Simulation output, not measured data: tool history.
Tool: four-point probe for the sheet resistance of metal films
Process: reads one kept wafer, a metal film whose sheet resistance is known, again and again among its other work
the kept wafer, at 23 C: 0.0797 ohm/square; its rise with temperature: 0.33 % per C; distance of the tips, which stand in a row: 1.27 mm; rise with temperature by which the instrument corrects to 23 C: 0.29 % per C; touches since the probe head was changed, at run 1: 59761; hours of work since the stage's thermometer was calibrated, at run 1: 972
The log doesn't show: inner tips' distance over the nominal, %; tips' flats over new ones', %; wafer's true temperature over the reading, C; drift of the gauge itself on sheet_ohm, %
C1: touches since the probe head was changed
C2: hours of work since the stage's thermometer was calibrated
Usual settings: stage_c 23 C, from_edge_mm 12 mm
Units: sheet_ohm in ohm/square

run 1 hour=0.0 | stage_c=23 from_edge_mm=12 | C1=59761 C2=972 | sheet_ohm=0.079993
run 2 hour=49.6 | stage_c=23 from_edge_mm=12 | C1=60899 C2=1010 | sheet_ohm=0.080000
run 3 hour=117.1 | stage_c=23 from_edge_mm=12 | C1=62445 C2=1061 | sheet_ohm=0.079961
run 4 hour=198.6 | stage_c=23 from_edge_mm=12 | C1=64312 C2=1123 | sheet_ohm=0.079939
run 5 hour=287.6 | stage_c=23 from_edge_mm=12 | C1=66351 C2=1191 | sheet_ohm=0.079970
run 6 hour=394.0 | stage_c=23 from_edge_mm=12 | C1=68790 C2=1273 | sheet_ohm=0.079929
run 7 hour=486.9 | stage_c=23 from_edge_mm=12 | C1=70920 C2=1344 | sheet_ohm=0.079892
run 8 hour=570.9 | stage_c=23 from_edge_mm=12 | C1=72844 C2=1408 | sheet_ohm=0.079893
run 9 hour=667.8 | stage_c=23 from_edge_mm=12 | C1=75065 C2=1482 | sheet_ohm=0.079901
run 10 hour=760.1 | stage_c=23 from_edge_mm=12 | C1=77182 C2=1552 | sheet_ohm=0.079861
run 11 hour=844.7 | stage_c=23 from_edge_mm=12 | C1=79119 C2=1617 | sheet_ohm=0.079828
run 12 hour=893.2 | stage_c=21 from_edge_mm=5 | C1=80231 C2=1654 | sheet_ohm=0.081944
-- hour=918.0 stage's thermometer calibrated
run 13 hour=1001.7 | stage_c=21 from_edge_mm=24 | C1=82706 C2=64 | sheet_ohm=0.079516
run 14 hour=1050.9 | stage_c=34 from_edge_mm=51 | C1=83833 C2=101 | sheet_ohm=0.079826
run 15 hour=1111.2 | stage_c=25 from_edge_mm=4 | C1=85216 C2=148 | sheet_ohm=0.083607
run 16 hour=1212.8 | stage_c=28 from_edge_mm=6 | C1=87544 C2=225 | sheet_ohm=0.081457
run 17 hour=1298.1 | stage_c=19 from_edge_mm=15 | C1=89499 C2=290 | sheet_ohm=0.079576
run 18 hour=1351.8 | stage_c=18 from_edge_mm=13 | C1=90730 C2=331 | sheet_ohm=0.079636
run 19 hour=1398.4 | stage_c=18 from_edge_mm=13 | C1=91797 C2=367 | sheet_ohm=0.079630
run 20 hour=1496.0 | stage_c=18 from_edge_mm=13 | C1=94034 C2=441 | sheet_ohm=0.079601
run 21 hour=1574.9 | stage_c=26 from_edge_mm=12 | C1=95843 C2=502 | sheet_ohm=0.079946
run 22 hour=1628.1 | stage_c=24 from_edge_mm=16 | C1=97063 C2=542 | sheet_ohm=0.079641

Hidden state or all else? Some run-to-run changes of sheet_ohm, split into what the settings, what came in and random variation would give without the hidden state, and what is left for the hidden state (with any gauge scatter that isn't in both results):
Run 12 -> 13: from_edge_mm 5 -> 24, stage's thermometer calibrated. sheet_ohm -0.002428 ohm/square: hidden state +0.000121, all else -0.002549.
Run 14 -> 15: stage_c 34 -> 25, from_edge_mm 51 -> 4. sheet_ohm +0.003781 ohm/square: hidden state -0.000022, all else +0.003803.

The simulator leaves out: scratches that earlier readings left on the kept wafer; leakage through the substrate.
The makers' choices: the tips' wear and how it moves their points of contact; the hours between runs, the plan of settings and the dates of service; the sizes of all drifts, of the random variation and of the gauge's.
